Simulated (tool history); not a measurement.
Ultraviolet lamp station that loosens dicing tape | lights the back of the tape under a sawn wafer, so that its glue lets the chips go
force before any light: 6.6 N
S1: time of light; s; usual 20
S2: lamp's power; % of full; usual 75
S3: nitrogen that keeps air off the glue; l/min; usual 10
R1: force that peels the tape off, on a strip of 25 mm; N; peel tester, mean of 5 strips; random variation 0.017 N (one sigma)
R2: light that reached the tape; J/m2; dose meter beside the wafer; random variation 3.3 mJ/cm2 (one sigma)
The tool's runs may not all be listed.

run,hour,S1,S2,S3,R1,R2
1,0.0,20,75,10,1.049,4590
2,13.3,20,68,10,1.213,4110
3,33.6,20,68,10,1.222,4120
4,53.6,20,68,10,1.209,4030
5,72.7,23,68,10,0.968,4690
6,92.5,23,68,10,1.037,4600
7,108.2,20,75,10,1.082,4440
8,117.2,20,75,10,1.145,4330
9,138.5,20,92,10,0.827,5350
10,157.9,20,92,10,0.760,5290
11,175.8,20,92,7,0.978,5280
12,191.2,37,75,10,0.382,7870
13,210.3,20,75,10,1.156,4230
14,225.8,14,61,10,2.356,2350
15,246.9,14,61,10,2.470,2340
16,267.1,14,61,10,2.047,2790
17,277.0,14,61,10,2.017,2820
18,286.4,20,65,4,1.914,4300
19,301.0,12,75,3,2.987,2880
20,312.3,12,75,3,3.131,2930
21,328.4,12,75,3,3.091,2890
22,343.5,21,63,16,0.914,4240
23,354.8,21,63,16,0.872,4230
24,371.1,21,75,7,1.098,5040
25,392.4,11,66,17,2.125,2300
26,402.2,32,75,10,0.418,7530

Not shown: 1 entry that the log had between the listed runs. Between which runs, and how does the tool's hidden state differ before and after?
Between runs 15 and 16: window cleaned of glue's vapour (hour 264.3)
  lamp's light, % of a new lamp's: 95 -> 94.9; light that the window lets through, % of a clean one's: 83.7 -> 99.4
  measured less the result without the state, R1: +0.541 -> +0.136 N; R2: -610 -> -170 J/m2

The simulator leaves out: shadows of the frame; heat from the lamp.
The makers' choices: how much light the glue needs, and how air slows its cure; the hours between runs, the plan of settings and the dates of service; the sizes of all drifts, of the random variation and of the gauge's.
